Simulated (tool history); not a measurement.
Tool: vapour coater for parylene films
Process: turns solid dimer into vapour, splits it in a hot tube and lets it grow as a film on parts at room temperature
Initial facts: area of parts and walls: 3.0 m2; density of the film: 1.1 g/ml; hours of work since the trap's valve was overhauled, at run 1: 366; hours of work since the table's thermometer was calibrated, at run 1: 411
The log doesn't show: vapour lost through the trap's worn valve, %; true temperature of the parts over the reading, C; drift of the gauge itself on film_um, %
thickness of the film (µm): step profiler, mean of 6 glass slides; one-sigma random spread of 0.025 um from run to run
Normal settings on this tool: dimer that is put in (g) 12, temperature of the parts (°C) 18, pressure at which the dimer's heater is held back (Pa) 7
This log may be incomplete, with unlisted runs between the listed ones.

run,day,dimer that is put in (g),temperature of the parts (°C),pressure at which the dimer's heater is held back (Pa),hours of work since the trap's valve was overhauled,hours of work since the table's thermometer was calibrated,thickness of the film (µm)
1,0,12,18,7,366,411,1.98
2,0.575,12,18,7,377,422,1.97
3,1.021,12,18,7,385,431,1.99
4,1.412,12,18,7,393,438,1.97
5,2.033,12,18,7,404,450,1.92
6,2.55,12,18,7,414,460,1.95
7,3.271,12,18,7,428,473,1.97
8,3.862,12,18,7,439,485,1.96
9,4.479,12,18,11.34,451,496,1.84
10,5.2,12,20,3.53,465,510,1.91
11,5.775,12,20,3.53,476,521,1.93
12,6.121,20,29,9.43,482,528,1.95
13,6.717,20,29,9.43,494,539,1.92
14,7.175,20,29,9.43,502,548,1.95
15,7.533,9,29,9.43,509,555,0.85
16,8.038,9,29,9.43,519,564,0.88
17,8.683,11,16,2.14,531,576,2.18
18,9.317,15,18,7.16,543,589,2.43

Consider 3 possible next runs. They are alternatives, not a sequence: every one starts from the tool as it was left by run 18. What does each give?
A,10.021,20,11,5.74,556,602,?
B,10.021,17,24,6,556,602,?
C,10.021,12,18,2.27,556,602,?

run,thickness of the film (µm)
A,4.54
B,2.19
C,2.14
Had the tool no hidden state, the same runs would have come out as:
run,thickness of the film (µm)
A,4.56
B,2.19
C,2.15
